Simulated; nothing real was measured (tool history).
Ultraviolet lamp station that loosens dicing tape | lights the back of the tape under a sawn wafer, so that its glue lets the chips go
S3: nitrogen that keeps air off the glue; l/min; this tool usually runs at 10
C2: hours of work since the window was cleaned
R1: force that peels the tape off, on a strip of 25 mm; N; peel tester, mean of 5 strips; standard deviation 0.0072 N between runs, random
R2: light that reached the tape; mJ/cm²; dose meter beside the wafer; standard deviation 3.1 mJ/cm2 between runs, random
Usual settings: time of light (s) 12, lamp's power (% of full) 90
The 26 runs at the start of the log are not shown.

run 27 day=7.642 | time_of_light_(s)=15 lamp's_power_(%_of_full)=64 S3=19 | hours_of_work_of_the_lamp=204 C2=47 | R1=0.245 R2=382
run 28 day=8.029 | time_of_light_(s)=15 lamp's_power_(%_of_full)=64 S3=10 | hours_of_work_of_the_lamp=211 C2=54 | R1=0.344 R2=388
run 29 day=8.212 | time_of_light_(s)=15 lamp's_power_(%_of_full)=64 S3=10 | hours_of_work_of_the_lamp=214 C2=57 | R1=0.355 R2=389
run 30 day=8.596 | time_of_light_(s)=21 lamp's_power_(%_of_full)=90 S3=19 | hours_of_work_of_the_lamp=221 C2=64 | R1=0.187 R2=762
run 31 day=8.817 | time_of_light_(s)=12 lamp's_power_(%_of_full)=62 S3=5 | hours_of_work_of_the_lamp=225 C2=68 | R1=1.012 R2=299
run 32 day=9.192 | time_of_light_(s)=12 lamp's_power_(%_of_full)=62 S3=5 | hours_of_work_of_the_lamp=232 C2=75 | R1=0.953 R2=299
run 33 day=9.417 | time_of_light_(s)=7 lamp's_power_(%_of_full)=90 S3=10 | hours_of_work_of_the_lamp=236 C2=79 | R1=0.808 R2=254
run 34 day=9.817 | time_of_light_(s)=7 lamp's_power_(%_of_full)=90 S3=10 | hours_of_work_of_the_lamp=243 C2=86 | R1=0.806 R2=248
run 35 day=10.029 | time_of_light_(s)=7 lamp's_power_(%_of_full)=90 S3=10 | hours_of_work_of_the_lamp=247 C2=90 | R1=0.781 R2=257
run 36 day=10.354 | time_of_light_(s)=9 lamp's_power_(%_of_full)=90 S3=8 | hours_of_work_of_the_lamp=253 C2=96 | R1=0.571 R2=331
run 37 day=10.733 | time_of_light_(s)=9 lamp's_power_(%_of_full)=90 S3=6 | hours_of_work_of_the_lamp=260 C2=103 | R1=0.761 R2=323
run 38 day=10.942 | time_of_light_(s)=9 lamp's_power_(%_of_full)=90 S3=6 | hours_of_work_of_the_lamp=263 C2=106 | R1=0.764 R2=324
run 39 day=11.321 | time_of_light_(s)=17 lamp's_power_(%_of_full)=95 S3=12 | hours_of_work_of_the_lamp=270 C2=113 | R1=0.196 R2=642
run 40 day=11.621 | time_of_light_(s)=17 lamp's_power_(%_of_full)=95 S3=12 | hours_of_work_of_the_lamp=276 C2=119 | R1=0.191 R2=644
run 41 day=11.954 | time_of_light_(s)=7 lamp's_power_(%_of_full)=83 S3=12 | hours_of_work_of_the_lamp=282 C2=125 | R1=0.838 R2=234
run 42 day=12.167 | time_of_light_(s)=7 lamp's_power_(%_of_full)=83 S3=12 | hours_of_work_of_the_lamp=285 C2=128 | R1=0.847 R2=230
run 43 day=12.412 | time_of_light_(s)=12 lamp's_power_(%_of_full)=69 S3=10 | hours_of_work_of_the_lamp=290 C2=133 | R1=0.464 R2=328
run 44 day=12.704 | time_of_light_(s)=12 lamp's_power_(%_of_full)=90 S3=14 | hours_of_work_of_the_lamp=295 C2=138 | R1=0.259 R2=424

What if the next run were any one of these 3? Each begins from the tool's condition after run 44:
run A day=12.996 | time_of_light_(s)=15 lamp's_power_(%_of_full)=90 S3=14 | hours_of_work_of_the_lamp=300 C2=143 | R1=? R2=?
run B day=12.996 | time_of_light_(s)=6 lamp's_power_(%_of_full)=100 S3=7 | hours_of_work_of_the_lamp=300 C2=143 | R1=? R2=?
run C day=12.996 | time_of_light_(s)=20 lamp's_power_(%_of_full)=90 S3=14 | hours_of_work_of_the_lamp=300 C2=143 | R1=? R2=?

run=A R1=0.211 R2=529
run=B R1=1.183 R2=235
run=C R1=0.193 R2=701
Without the tool's unlogged condition, the same runs would have read:
run=A R1=0.202 R2=582
run=B R1=1.000 R2=259
run=C R1=0.192 R2=771

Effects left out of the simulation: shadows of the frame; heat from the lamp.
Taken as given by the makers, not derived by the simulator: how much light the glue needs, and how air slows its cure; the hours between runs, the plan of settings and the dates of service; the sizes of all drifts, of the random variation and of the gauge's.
